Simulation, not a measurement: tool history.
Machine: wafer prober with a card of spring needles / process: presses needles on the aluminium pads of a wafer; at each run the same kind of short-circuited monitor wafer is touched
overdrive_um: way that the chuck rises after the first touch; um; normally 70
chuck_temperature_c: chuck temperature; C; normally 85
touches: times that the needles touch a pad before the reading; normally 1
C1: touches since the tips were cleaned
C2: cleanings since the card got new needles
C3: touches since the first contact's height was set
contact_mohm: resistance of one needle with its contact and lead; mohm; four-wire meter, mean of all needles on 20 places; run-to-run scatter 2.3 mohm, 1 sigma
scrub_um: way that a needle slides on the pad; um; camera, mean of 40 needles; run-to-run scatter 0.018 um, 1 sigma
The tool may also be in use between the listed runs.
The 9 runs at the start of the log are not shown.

{"hour": 110.9, "done": "tips cleaned on abrasive film"}
{"run": 10, "hour": 121.4, "overdrive_um": 58, "chuck_temperature_c": 48, "touches": 1, "C1": 7182, "C2": 46, "C3": 230386, "contact_mohm": 423, "scrub_um": 7.4}
{"hour": 123.7, "done": "tips cleaned on abrasive film"}
{"run": 11, "hour": 131.4, "overdrive_um": 70, "chuck_temperature_c": 83, "touches": 1, "C1": 5285, "C2": 47, "C3": 237150, "contact_mohm": 375, "scrub_um": 9.0}
{"hour": 136.8, "done": "tips cleaned on abrasive film"}
{"hour": 137.1, "done": "height of the first contact set anew"}
{"run": 12, "hour": 146.2, "overdrive_um": 70, "chuck_temperature_c": 85, "touches": 1, "C1": 6230, "C2": 48, "C3": 6230, "contact_mohm": 363, "scrub_um": 9.37}
{"hour": 149.8, "done": "tips cleaned on abrasive film"}
{"run": 13, "hour": 157.6, "overdrive_um": 70, "chuck_temperature_c": 85, "touches": 1, "C1": 5279, "C2": 49, "C3": 13895, "contact_mohm": 363, "scrub_um": 9.35}
{"hour": 162.5, "done": "tips cleaned on abrasive film"}
{"run": 14, "hour": 168.0, "overdrive_um": 70, "chuck_temperature_c": 85, "touches": 1, "C1": 3738, "C2": 50, "C3": 20936, "contact_mohm": 353, "scrub_um": 9.34}
{"hour": 176.0, "done": "tips cleaned on abrasive film"}
{"run": 15, "hour": 183.0, "overdrive_um": 70, "chuck_temperature_c": 85, "touches": 1, "C1": 4751, "C2": 51, "C3": 31080, "contact_mohm": 351, "scrub_um": 9.28}
{"hour": 189.8, "done": "tips cleaned on abrasive film"}
{"run": 16, "hour": 199.9, "overdrive_um": 70, "chuck_temperature_c": 85, "touches": 1, "C1": 6917, "C2": 52, "C3": 42533, "contact_mohm": 373, "scrub_um": 9.3}
{"hour": 202.7, "done": "tips cleaned on abrasive film"}
{"run": 17, "hour": 208.5, "overdrive_um": 80, "chuck_temperature_c": 70, "touches": 2, "C1": 3974, "C2": 53, "C3": 48303, "contact_mohm": 302, "scrub_um": 10.64}
{"hour": 215.5, "done": "tips cleaned on abrasive film"}
{"run": 18, "hour": 226.1, "overdrive_um": 80, "chuck_temperature_c": 40, "touches": 2, "C1": 7218, "C2": 54, "C3": 60237, "contact_mohm": 308, "scrub_um": 10.61}
{"hour": 228.6, "done": "tips cleaned on abrasive film"}
{"run": 19, "hour": 236.0, "overdrive_um": 73, "chuck_temperature_c": 70, "touches": 2, "C1": 5009, "C2": 55, "C3": 66876, "contact_mohm": 319, "scrub_um": 9.67}
{"hour": 241.3, "done": "tips cleaned on abrasive film"}
{"run": 20, "hour": 252.1, "overdrive_um": 60, "chuck_temperature_c": 36, "touches": 3, "C1": 7358, "C2": 56, "C3": 77817, "contact_mohm": 310, "scrub_um": 7.9}
{"hour": 255.0, "done": "tips cleaned on abrasive film"}
{"run": 21, "hour": 267.0, "overdrive_um": 75, "chuck_temperature_c": 112, "touches": 2, "C1": 8139, "C2": 57, "C3": 87863, "contact_mohm": 328, "scrub_um": 9.87}
{"hour": 268.2, "done": "tips cleaned on abrasive film"}
{"hour": 281.6, "done": "tips cleaned on abrasive film"}
{"run": 22, "hour": 283.0, "overdrive_um": 53, "chuck_temperature_c": 40, "touches": 2, "C1": 912, "C2": 59, "C3": 98614, "contact_mohm": 298, "scrub_um": 6.93}
{"hour": 295.1, "done": "tips cleaned on abrasive film"}
{"run": 23, "hour": 295.4, "overdrive_um": 70, "chuck_temperature_c": 56, "touches": 1, "C1": 168, "C2": 60, "C3": 106995, "contact_mohm": 272, "scrub_um": 9.16}
{"hour": 308.3, "done": "tips cleaned on abrasive film"}
{"run": 24, "hour": 308.5, "overdrive_um": 70, "chuck_temperature_c": 56, "touches": 1, "C1": 114, "C2": 61, "C3": 115822, "contact_mohm": 266, "scrub_um": 9.15}

Expected results for the next run?
{"hour": 321.6, "done": "tips cleaned on abrasive film"}
{"run": 25, "hour": 323.6, "overdrive_um": 71, "chuck_temperature_c": 85, "touches": 3, "C1": 1338, "C2": 62, "C3": 126072, "contact_mohm": "?", "scrub_um": "?"}

contact_mohm: 284 mohm
scrub_um: 9.28 um
If the tool had no hidden condition, the same run with the same run-to-run variation would have returned contact_mohm 263 mohm, scrub_um 9.51 um.

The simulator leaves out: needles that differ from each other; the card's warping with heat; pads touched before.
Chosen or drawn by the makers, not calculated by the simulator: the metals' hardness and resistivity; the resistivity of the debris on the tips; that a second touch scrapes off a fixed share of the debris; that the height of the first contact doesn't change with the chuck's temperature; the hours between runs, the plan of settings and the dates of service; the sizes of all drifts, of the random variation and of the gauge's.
